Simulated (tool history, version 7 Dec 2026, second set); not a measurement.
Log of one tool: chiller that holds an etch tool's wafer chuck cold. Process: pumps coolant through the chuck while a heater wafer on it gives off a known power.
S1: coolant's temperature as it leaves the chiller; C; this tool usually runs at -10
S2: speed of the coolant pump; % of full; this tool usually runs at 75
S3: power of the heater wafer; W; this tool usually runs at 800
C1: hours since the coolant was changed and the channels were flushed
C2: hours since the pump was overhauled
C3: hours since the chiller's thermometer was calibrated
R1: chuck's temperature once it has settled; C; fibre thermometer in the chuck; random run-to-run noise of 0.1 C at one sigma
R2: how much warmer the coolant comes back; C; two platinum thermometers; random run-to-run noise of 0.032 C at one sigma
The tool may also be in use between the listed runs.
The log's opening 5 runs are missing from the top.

run   hour   S1  S2   S3    C1    C2    C3    R1    R2
  6  125.7  -10  71  800  3166  2020   945   0.6  4.42
  7  149.5  -10  71  800  3190  2044   969   0.2  4.41
  8  178.5  -10  75  662  3219  2073   998  -1.5  3.48
  9  203.5   -7  75  800  3244  2098  1023   3.1  4.21
 10  234.4  -10  75  800  3275  2129  1054   0.1  4.22
 11  269.6   -3  75  800  3310  2164  1089   7.4  4.18
 12  302.8   -3  75  800  3343  2197  1122   7.2  4.23
 13  319.6   -3  70  800  3360  2214  1139   7.7  4.54
 14  349.5   -3  70  800  3390  2244  1169   7.7  4.56
 15  365.5   -3  70  800  3406  2260  1185   7.6  4.55
 16  390.4   -3  70  800  3431  2285  1210   7.8  4.52
 17  417.6   -3  99  800  3458  2312  1237   5.7  3.19
 18  442.8   -3  99  800  3483  2337  1262   5.7  3.16
 19  466.7  -10  75  601  3507  2361  1286  -2.1  3.21
 20  498.4   -5  75  800  3539  2393  1318   5.3  4.24
 21  522.3   -3  66  800  3563  2417  1342   8.1  4.85
     538.4  -- coolant changed, channels flushed
 22    555   -3  66  800    17  2444  1368   7.2  4.77
 23    583   -3  66  800    45  2472  1396   7.2  4.79
 24  606.1   -3  77  800    68  2495  1419   6.2  4.16
 25  634.2   -2  98  897    96  2523  1447   6.8  3.65
 26  668.3   -2  98  897   130  2557  1482     7  3.62
 27  684.2   -2  98  897   146  2573  1498   6.7  3.67
 28  703.5   -2  98  980   165  2592  1517   7.6  3.98

Run 29, settings as shown, results not yet in. Your forecast:
 29  725.9  -2  98  980  187  2615  1539   ?   ?

R1: 7.7 C
R2: 3.9 C
Were there no unlogged condition in the tool, this run, its random variation unchanged, would have produced R1 6.9 C, R2 3.61 C.

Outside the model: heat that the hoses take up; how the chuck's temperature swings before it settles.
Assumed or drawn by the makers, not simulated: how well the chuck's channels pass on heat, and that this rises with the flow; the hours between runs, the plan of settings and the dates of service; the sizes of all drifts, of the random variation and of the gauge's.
